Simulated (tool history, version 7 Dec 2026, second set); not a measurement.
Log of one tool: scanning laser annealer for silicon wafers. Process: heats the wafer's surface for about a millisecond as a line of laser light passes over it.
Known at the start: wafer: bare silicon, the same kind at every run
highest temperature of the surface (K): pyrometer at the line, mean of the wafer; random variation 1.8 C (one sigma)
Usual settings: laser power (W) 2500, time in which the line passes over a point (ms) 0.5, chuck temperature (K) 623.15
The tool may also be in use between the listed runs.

| run | hour | laser power (W) | time in which the line passes over a point (ms) | chuck temperature (K) | highest temperature of the surface (K) |
|---|---|---|---|---|---|
| 1 | 0 | 2500 | 0.5 | 623.15 | 1314.15 |
| 2 | 13 | 2500 | 0.5 | 623.15 | 1309.15 |
| 3 | 36.7 | 2500 | 0.5 | 623.15 | 1308.15 |
| 4 | 55.3 | 2500 | 0.5 | 623.15 | 1306.15 |
| 5 | 76.1 | 2500 | 0.5 | 624.15 | 1312.15 |
| 6 | 99.6 | 2500 | 0.5 | 624.15 | 1307.15 |
| 7 | 112.8 | 2187 | 0.5 | 623.15 | 1192.15 |
| 8 | 132.2 | 2187 | 0.5 | 623.15 | 1195.15 |
| 9 | 153.3 | 2187 | 0.5 | 623.15 | 1189.15 |
| 10 | 170.3 | 2187 | 0.5 | 623.15 | 1190.15 |
| 11 | 181.2 | 2187 | 0.5 | 623.15 | 1189.15 |
| 12 | 205.7 | 2187 | 0.5 | 623.15 | 1192.15 |
| 13 | 228.2 | 2500 | 0.489 | 623.15 | 1296.15 |
| 14 | 250.8 | 2500 | 0.489 | 623.15 | 1293.15 |
| 15 | 271 | 2500 | 0.5 | 623.15 | 1300.15 |
| 16 | 284.3 | 2726 | 0.437 | 649.15 | 1351.15 |
| 17 | 309.8 | 2726 | 0.437 | 649.15 | 1357.15 |
| 18 | 328.8 | 2370 | 0.41 | 599.15 | 1163.15 |
| 19 | 353.6 | 2207 | 0.501 | 599.15 | 1169.15 |
| 20 | 368.3 | 2357 | 0.559 | 631.15 | 1288.15 |
| 21 | 389.4 | 2283 | 0.394 | 599.15 | 1125.15 |
| 22 | 401.2 | 2317 | 0.575 | 599.15 | 1251.15 |
| 23 | 420.5 | 2413 | 0.575 | 662.15 | 1351.15 |
| 24 | 442.4 | 2453 | 0.587 | 600.15 | 1308.15 |
| 25 | 453.3 | 2487 | 0.587 | 647.15 | 1367.15 |
| 26 | 475.2 | 2528 | 0.485 | 610.15 | 1276.15 |
| 27 | 499.4 | 2239 | 0.459 | 612.15 | 1163.15 |
| 28 | 517.1 | 2597 | 0.365 | 663.15 | 1261.15 |
| 29 | 539.9 | 2219 | 0.573 | 659.15 | 1265.15 |

4 ways to go on from here, each from the tool as it stands after run 29. What would each give?
| A | 553.7 | 2689 | 0.574 | 659.15 | ? |
| B | 553.7 | 2321 | 0.417 | 659.15 | ? |
| C | 553.7 | 2317 | 0.573 | 659.15 | ? |
| D | 553.7 | 2667 | 0.414 | 595.15 | ? |

| run | highest temperature of the surface (K) |
|---|---|
| A | 1444.15 |
| B | 1205.15 |
| C | 1303.15 |
| D | 1256.15 |
Without the tool's hidden state the same runs would have given:
| run | highest temperature of the surface (K) |
|---|---|
| A | 1499.15 |
| B | 1244.15 |
| C | 1348.15 |
| D | 1303.15 |
